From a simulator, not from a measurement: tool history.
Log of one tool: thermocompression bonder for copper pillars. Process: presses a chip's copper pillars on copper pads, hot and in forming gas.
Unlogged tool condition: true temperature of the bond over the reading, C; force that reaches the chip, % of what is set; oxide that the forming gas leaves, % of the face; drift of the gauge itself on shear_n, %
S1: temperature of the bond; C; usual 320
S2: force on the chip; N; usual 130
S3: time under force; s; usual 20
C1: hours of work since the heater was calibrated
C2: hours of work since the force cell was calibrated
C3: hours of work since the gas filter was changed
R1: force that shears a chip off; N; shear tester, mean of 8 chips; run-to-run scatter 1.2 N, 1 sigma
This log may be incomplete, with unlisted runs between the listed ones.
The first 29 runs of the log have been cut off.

At hour 1592.3: forming gas filter changed.
Run 30, hour 1595.8: usual settings but S1 338 C, S2 109 N, S3 10 s; C1 152; C2 440; C3 2. Result: R1 79 N.
Run 31, hour 1662.8: usual settings but S1 338 C, S2 109 N, S3 10 s; C1 195; C2 484; C3 46. Result: R1 77.8 N.
Run 32, hour 1734.1: usual settings but S1 338 C, S2 109 N, S3 10 s; C1 241; C2 530; C3 92. Result: R1 78.5 N.
Run 33, hour 1779.4: usual settings but S1 290 C, S3 19 s; C1 270; C2 559; C3 121. Result: R1 79.3 N.
Run 34, hour 1857.1: usual settings but S1 312 C, S2 150 N, S3 19 s; C1 321; C2 609; C3 171. Result: R1 100 N.
Run 35, hour 1892.5: usual settings but S1 312 C, S2 150 N, S3 19 s; C1 344; C2 632; C3 194. Result: R1 99.6 N.
At hour 1914.7: forming gas filter changed.
Run 36, hour 1958.4: usual settings but S1 293 C, S2 169 N, S3 51 s; C1 386; C2 674; C3 28. Result: R1 122.7 N.
At hour 2006.3: force cell calibrated.
Run 37, hour 2016.7: usual settings but S1 316 C; C1 423; C2 7; C3 65. Result: R1 96.2 N.
Run 38, hour 2089.6: usual settings but S1 330 C, S2 97 N, S3 11 s; C1 470; C2 54; C3 112. Result: R1 68.1 N.

4 options for the next run, each taken on its own from the tool as it stands now. Forecast them:
Run A, hour 2139.8: usual settings but S1 348 C, S2 172 N, S3 29 s; C1 502; C2 86; C3 145. Result: R1 ?.
Run B, hour 2139.8: usual settings but S1 335 C, S2 95 N, S3 37 s; C1 502; C2 86; C3 145. Result: R1 ?.
Run C, hour 2139.8: usual settings but S1 295 C, S2 99 N; C1 502; C2 86; C3 145. Result: R1 ?.
Run D, hour 2139.8: usual settings but S1 291 C, S2 97 N, S3 44 s; C1 502; C2 86; C3 145. Result: R1 ?.

run    R1
  A   127
  B  98.2
  C  65.9
  D  82.2
Without the tool's hidden state the same runs would have given:
run     R1
  A  134.1
  B  105.1
  C   71.4
  D   88.7
